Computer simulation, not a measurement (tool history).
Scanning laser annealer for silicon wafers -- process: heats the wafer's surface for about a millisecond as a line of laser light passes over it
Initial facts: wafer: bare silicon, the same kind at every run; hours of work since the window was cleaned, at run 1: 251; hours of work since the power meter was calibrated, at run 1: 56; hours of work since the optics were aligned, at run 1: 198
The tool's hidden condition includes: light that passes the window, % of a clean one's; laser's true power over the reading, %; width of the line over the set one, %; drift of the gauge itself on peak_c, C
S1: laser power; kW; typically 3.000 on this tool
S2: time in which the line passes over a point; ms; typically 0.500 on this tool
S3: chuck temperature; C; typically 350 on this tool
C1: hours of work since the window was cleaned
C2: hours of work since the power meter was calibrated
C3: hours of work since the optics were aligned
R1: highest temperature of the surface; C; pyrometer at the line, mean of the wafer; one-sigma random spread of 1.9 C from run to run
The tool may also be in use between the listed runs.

{"run": 1, "hour": 0.0, "S1": 3.0, "S2": 0.5, "S3": 350, "C1": 251, "C2": 56, "C3": 198, "R1": 1056}
{"run": 2, "hour": 16.4, "S1": 3.0, "S2": 0.5, "S3": 350, "C1": 262, "C2": 67, "C3": 209, "R1": 1057}
{"run": 3, "hour": 32.9, "S1": 3.0, "S2": 0.5, "S3": 350, "C1": 273, "C2": 78, "C3": 219, "R1": 1057}
{"run": 4, "hour": 57.6, "S1": 3.0, "S2": 0.5, "S3": 350, "C1": 289, "C2": 94, "C3": 236, "R1": 1050}
{"run": 5, "hour": 80.9, "S1": 3.0, "S2": 0.5, "S3": 350, "C1": 304, "C2": 110, "C3": 251, "R1": 1048}
{"run": 6, "hour": 105.8, "S1": 3.0, "S2": 0.5, "S3": 347, "C1": 321, "C2": 126, "C3": 268, "R1": 1046}
{"run": 7, "hour": 124.8, "S1": 3.0, "S2": 0.5, "S3": 350, "C1": 334, "C2": 139, "C3": 281, "R1": 1045}
{"hour": 153.7, "done": "window over the wafer cleaned"}
{"run": 8, "hour": 154.6, "S1": 3.0, "S2": 0.5, "S3": 350, "C1": 1, "C2": 157, "C3": 299, "R1": 1090}
{"run": 9, "hour": 180.4, "S1": 3.0, "S2": 0.5, "S3": 350, "C1": 18, "C2": 174, "C3": 316, "R1": 1090}
{"run": 10, "hour": 211.1, "S1": 3.0, "S2": 0.5, "S3": 350, "C1": 38, "C2": 195, "C3": 337, "R1": 1085}
{"run": 11, "hour": 224.6, "S1": 3.0, "S2": 0.5, "S3": 350, "C1": 47, "C2": 204, "C3": 346, "R1": 1083}
{"run": 12, "hour": 245.7, "S1": 3.0, "S2": 0.5, "S3": 350, "C1": 61, "C2": 218, "C3": 360, "R1": 1083}
{"run": 13, "hour": 270.8, "S1": 3.0, "S2": 0.5, "S3": 350, "C1": 78, "C2": 235, "C3": 376, "R1": 1082}
{"run": 14, "hour": 289.3, "S1": 3.0, "S2": 0.5, "S3": 350, "C1": 90, "C2": 247, "C3": 389, "R1": 1080}
{"run": 15, "hour": 321.0, "S1": 3.0, "S2": 0.5, "S3": 350, "C1": 111, "C2": 268, "C3": 410, "R1": 1077}
{"run": 16, "hour": 346.7, "S1": 3.0, "S2": 0.5, "S3": 350, "C1": 128, "C2": 285, "C3": 427, "R1": 1071}
{"run": 17, "hour": 373.3, "S1": 3.0, "S2": 0.5, "S3": 350, "C1": 146, "C2": 303, "C3": 445, "R1": 1069}
{"run": 18, "hour": 386.5, "S1": 3.0, "S2": 0.5, "S3": 350, "C1": 155, "C2": 311, "C3": 453, "R1": 1067}
{"run": 19, "hour": 410.6, "S1": 3.0, "S2": 0.5, "S3": 350, "C1": 171, "C2": 328, "C3": 469, "R1": 1065}
{"run": 20, "hour": 441.3, "S1": 3.0, "S2": 0.5, "S3": 350, "C1": 191, "C2": 348, "C3": 490, "R1": 1065}
{"run": 21, "hour": 468.9, "S1": 3.0, "S2": 0.5, "S3": 350, "C1": 210, "C2": 366, "C3": 508, "R1": 1059}
{"run": 22, "hour": 500.0, "S1": 3.0, "S2": 0.449, "S3": 355, "C1": 230, "C2": 387, "C3": 529, "R1": 1020}
{"run": 23, "hour": 515.1, "S1": 3.0, "S2": 0.449, "S3": 355, "C1": 240, "C2": 397, "C3": 539, "R1": 1019}
{"run": 24, "hour": 540.6, "S1": 3.0, "S2": 0.449, "S3": 355, "C1": 257, "C2": 414, "C3": 556, "R1": 1017}
{"hour": 546.2, "done": "laser's power meter calibrated"}
{"run": 25, "hour": 566.7, "S1": 2.792, "S2": 0.451, "S3": 321, "C1": 273, "C2": 14, "C3": 571, "R1": 928}
{"run": 26, "hour": 594.8, "S1": 2.792, "S2": 0.451, "S3": 321, "C1": 291, "C2": 32, "C3": 590, "R1": 925}
{"run": 27, "hour": 618.6, "S1": 3.24, "S2": 0.46, "S3": 389, "C1": 307, "C2": 48, "C3": 606, "R1": 1120}
{"run": 28, "hour": 649.0, "S1": 3.276, "S2": 0.542, "S3": 327, "C1": 327, "C2": 68, "C3": 626, "R1": 1141}
{"run": 29, "hour": 663.0, "S1": 3.276, "S2": 0.542, "S3": 327, "C1": 337, "C2": 78, "C3": 635, "R1": 1141}
{"hour": 686.1, "done": "laser's power meter calibrated, once more"}
{"hour": 689.6, "done": "window over the wafer cleaned"}
{"run": 30, "hour": 691.6, "S1": 3.278, "S2": 0.41, "S3": 313, "C1": 1, "C2": 2, "C3": 651, "R1": 1046}
{"run": 31, "hour": 721.1, "S1": 3.278, "S2": 0.41, "S3": 313, "C1": 21, "C2": 22, "C3": 671, "R1": 1043}
{"run": 32, "hour": 753.3, "S1": 3.2, "S2": 0.53, "S3": 331, "C1": 42, "C2": 43, "C3": 692, "R1": 1152}
{"run": 33, "hour": 783.5, "S1": 3.2, "S2": 0.53, "S3": 331, "C1": 62, "C2": 63, "C3": 712, "R1": 1147}
{"run": 34, "hour": 804.3, "S1": 3.012, "S2": 0.551, "S3": 327, "C1": 76, "C2": 77, "C3": 726, "R1": 1098}
{"run": 35, "hour": 821.5, "S1": 2.838, "S2": 0.551, "S3": 327, "C1": 88, "C2": 89, "C3": 737, "R1": 1044}
{"run": 36, "hour": 839.1, "S1": 2.738, "S2": 0.5, "S3": 362, "C1": 99, "C2": 100, "C3": 749, "R1": 1007}
{"run": 37, "hour": 862.6, "S1": 2.738, "S2": 0.5, "S3": 362, "C1": 115, "C2": 116, "C3": 765, "R1": 1007}
{"run": 38, "hour": 891.6, "S1": 2.636, "S2": 0.5, "S3": 361, "C1": 134, "C2": 135, "C3": 784, "R1": 975}
{"run": 39, "hour": 906.5, "S1": 2.636, "S2": 0.599, "S3": 361, "C1": 144, "C2": 145, "C3": 794, "R1": 1038}
{"run": 40, "hour": 932.5, "S1": 2.636, "S2": 0.599, "S3": 361, "C1": 162, "C2": 163, "C3": 811, "R1": 1036}
{"run": 41, "hour": 962.4, "S1": 2.636, "S2": 0.599, "S3": 361, "C1": 181, "C2": 182, "C3": 831, "R1": 1037}
{"run": 42, "hour": 994.2, "S1": 3.078, "S2": 0.476, "S3": 369, "C1": 203, "C2": 204, "C3": 852, "R1": 1078}

For each entry between runs, how does the tool's hidden state at the last listed run before it compare with that at the first listed run after it?
Between runs 7 and 8: window over the wafer cleaned (hour 153.7)
  light that passes the window, % of a clean one's: 94.73 -> 99.71; laser's true power over the reading, %: 0.03 -> 0.04; width of the line over the set one, %: 0.77 -> 0.8
  difference, measured minus the result without the unlogged condition, R1: -52 -> -6 C
Between runs 24 and 25: laser's power meter calibrated (hour 546.2)
  light that passes the window, % of a clean one's: 95.96 -> 95.76; laser's true power over the reading, %: 0.16 -> 0.19; width of the line over the set one, %: 1.2 -> 1.22
  difference, measured minus the result without the unlogged condition, R1: -39 -> -37 C
Between runs 29 and 30: laser's power meter calibrated, once more (hour 686.1); window over the wafer cleaned (hour 689.6)
  light that passes the window, % of a clean one's: 94.8 -> 99.95; laser's true power over the reading, %: 0.21 -> -0.37; width of the line over the set one, %: 1.31 -> 1.34
  difference, measured minus the result without the unlogged condition, R1: -61 -> -10 C
